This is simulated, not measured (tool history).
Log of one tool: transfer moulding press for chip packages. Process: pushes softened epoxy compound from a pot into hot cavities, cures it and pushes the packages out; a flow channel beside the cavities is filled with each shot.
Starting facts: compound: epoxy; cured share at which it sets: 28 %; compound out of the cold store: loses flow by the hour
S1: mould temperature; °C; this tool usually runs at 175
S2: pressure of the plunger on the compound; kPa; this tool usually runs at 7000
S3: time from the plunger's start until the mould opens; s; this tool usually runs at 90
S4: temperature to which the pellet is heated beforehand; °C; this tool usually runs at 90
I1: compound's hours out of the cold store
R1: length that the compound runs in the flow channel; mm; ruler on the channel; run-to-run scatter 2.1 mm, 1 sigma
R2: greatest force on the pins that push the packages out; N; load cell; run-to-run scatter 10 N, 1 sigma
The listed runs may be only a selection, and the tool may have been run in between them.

run	hour	S1	S2	S3	S4	I1	R1	R2
1	0	175	7000	90	90	46.7	520	468
2	21.1	175	7000	90	90	45.9	520	547
# hour 32: cavities cleaned with cleaning compound and waxed
3	36.1	175	7000	90	90	40.2	535	676
4	49.1	175	7000	112	90	17.7	587	521
# hour 69: cavities cleaned with cleaning compound and waxed
5	70	175	7000	112	90	20.4	580	353
6	86.5	175	6950	90	90	38.5	531	524
# hour 97.1: plunger's sealing rings changed
7	103.7	175	7030	90	90	46.5	548	593
# hour 107: cavities cleaned with cleaning compound and waxed
8	125.8	175	7000	89	90	33.7	572	553
# hour 144.3: cavities cleaned with cleaning compound and waxed, once more
9	147.9	169	7000	90	90	36.5	576	734
10	170.8	169	7000	90	98	46.9	545	807
# hour 181.2: cavities cleaned with cleaning compound and waxed
11	186.1	169	7000	90	98	40.4	562	749
12	198	169	7000	90	98	22.5	606	858
13	210.4	169	7000	90	98	19.7	618	934
# hour 216.7: cavities cleaned with cleaning compound and waxed
14	226.8	169	7000	90	98	32.2	578	755
15	246.2	175	5620	74	90	21.1	532	1076
# hour 253.6: cavities cleaned with cleaning compound and waxed
16	266.8	175	6980	90	90	27.7	572	570
17	285	170	6980	83	90	11.3	629	1173
# hour 288.9: cavities cleaned with cleaning compound and waxed
18	300	175	6980	78	96	24.6	578	745
# hour 325.2: cavities cleaned with cleaning compound and waxed
19	327.3	179	5230	90	93	19.1	503	396
20	345	169	5230	90	93	17.4	522	936
21	357.2	169	5850	98	93	27.3	526	800
# hour 360.7: cavities cleaned with cleaning compound and waxed
22	376.8	174	6020	83	93	43.2	487	702
23	387.5	174	6020	83	93	43.6	484	732
# hour 396.8: cavities cleaned with cleaning compound and waxed
# hour 401.7: plunger's sealing rings changed
24	410	172	6160	127	82	44.6	521	372
# hour 435: cavities cleaned with cleaning compound and waxed
25	436.8	172	6160	127	82	33.6	547	340
26	451.2	172	6350	127	82	40.7	534	387
27	467.4	169	6640	73	85	28.4	580	1501

What if the next run were any one of these 3? Each begins from the tool's condition after run 27:
# hour 471.2: cavities cleaned with cleaning compound and waxed
A	491.3	175	7370	122	90	27.6	?	?
# hour 471.2: cavities cleaned with cleaning compound and waxed
B	491.3	182	7000	90	90	19.4	?	?
# hour 471.2: cavities cleaned with cleaning compound and waxed
C	491.3	175	7000	111	92	33.7	?	?

run	R1	R2
A	600	368
B	590	432
C	568	407
Stripped of hidden state, with their random variation kept, the same runs would have yielded:
run	R1	R2
A	609	295
B	600	338
C	577	319

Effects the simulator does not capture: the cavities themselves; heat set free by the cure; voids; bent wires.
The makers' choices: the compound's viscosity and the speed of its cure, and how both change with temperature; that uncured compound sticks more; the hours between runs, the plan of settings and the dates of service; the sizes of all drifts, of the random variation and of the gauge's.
